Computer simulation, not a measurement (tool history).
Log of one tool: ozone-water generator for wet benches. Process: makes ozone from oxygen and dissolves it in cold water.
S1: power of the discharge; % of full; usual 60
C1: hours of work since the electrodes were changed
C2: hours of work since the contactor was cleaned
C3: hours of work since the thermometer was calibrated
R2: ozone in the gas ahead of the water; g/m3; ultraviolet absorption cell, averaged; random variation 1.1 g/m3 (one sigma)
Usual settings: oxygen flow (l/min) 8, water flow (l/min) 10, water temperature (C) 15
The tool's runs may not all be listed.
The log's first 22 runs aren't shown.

Run 23, hour 836: usual settings but water temperature (C) 12; C1 1212; C2 205; C3 3904. Result: dissolved ozone (ppm) 31.6, R2 188.1 g/m3.
Run 24, hour 884.1: usual settings but S1 53 % of full, oxygen flow (l/min) 5.85, water temperature (C) 12; C1 1243; C2 236; C3 3935. Result: dissolved ozone (ppm) 29, R2 190.1 g/m3.
Run 25, hour 925.6: usual settings but oxygen flow (l/min) 10.34, water flow (l/min) 11; C1 1269; C2 262; C3 3961. Result: dissolved ozone (ppm) 27.1, R2 171 g/m3.
Run 26, hour 974.1: usual settings but oxygen flow (l/min) 10.34, water flow (l/min) 11; C1 1300; C2 293; C3 3992. Result: dissolved ozone (ppm) 27.6, R2 172.2 g/m3.
Run 27, hour 1019.4: usual settings but S1 68 % of full, oxygen flow (l/min) 10.57, water flow (l/min) 11; C1 1329; C2 322; C3 4021. Result: dissolved ozone (ppm) 30.3, R2 189 g/m3.
Run 28, hour 1066.2: usual settings but oxygen flow (l/min) 8.97, water flow (l/min) 8, water temperature (C) 14; C1 1359; C2 352; C3 4051. Result: dissolved ozone (ppm) 34.6, R2 179.6 g/m3.
Run 29, hour 1100.8: usual settings but oxygen flow (l/min) 8.97, water flow (l/min) 13, water temperature (C) 9; C1 1381; C2 374; C3 4073. Result: dissolved ozone (ppm) 28, R2 182.4 g/m3.
Run 30, hour 1127.3: usual settings but S1 67 % of full, oxygen flow (l/min) 5.08; C1 1398; C2 391; C3 4090. Result: dissolved ozone (ppm) 32.6, R2 242.3 g/m3.
Run 31, hour 1156.5: usual settings but S1 62 % of full, oxygen flow (l/min) 5.26; C1 1416; C2 410; C3 4109. Result: dissolved ozone (ppm) 30.4, R2 226.6 g/m3.
Run 32, hour 1205.1: usual settings but S1 62 % of full, oxygen flow (l/min) 5.26; C1 1447; C2 441; C3 4140. Result: dissolved ozone (ppm) 30.5, R2 224.1 g/m3.

4 ways to go on from here, each from the tool as it stands after run 32. What would each give?
Run A, hour 1260.8: usual settings but S1 62 % of full, oxygen flow (l/min) 5.99, water temperature (C) 8; C1 1483; C2 476; C3 4175. Result: dissolved ozone (ppm) ?, R2 ?.
Run B, hour 1260.8: usual settings but S1 62 % of full, oxygen flow (l/min) 5.26, water flow (l/min) 11; C1 1483; C2 476; C3 4175. Result: dissolved ozone (ppm) ?, R2 ?.
Run C, hour 1260.8: usual settings but S1 62 % of full, oxygen flow (l/min) 8.34; C1 1483; C2 476; C3 4175. Result: dissolved ozone (ppm) ?, R2 ?.
Run D, hour 1260.8: usual settings but water temperature (C) 19; C1 1483; C2 476; C3 4175. Result: dissolved ozone (ppm) ?, R2 ?.

run  dissolved ozone (ppm)     R2
  A                   35.7  215.8
  B                   28.7  223.9
  C                   30.7  188.2
  D                   27.3    189
Without the tool's hidden state the same runs would have given:
run  dissolved ozone (ppm)     R2
  A                   36.8    220
  B                   29.6  228.3
  C                   31.7  191.9
  D                   28.2  192.6
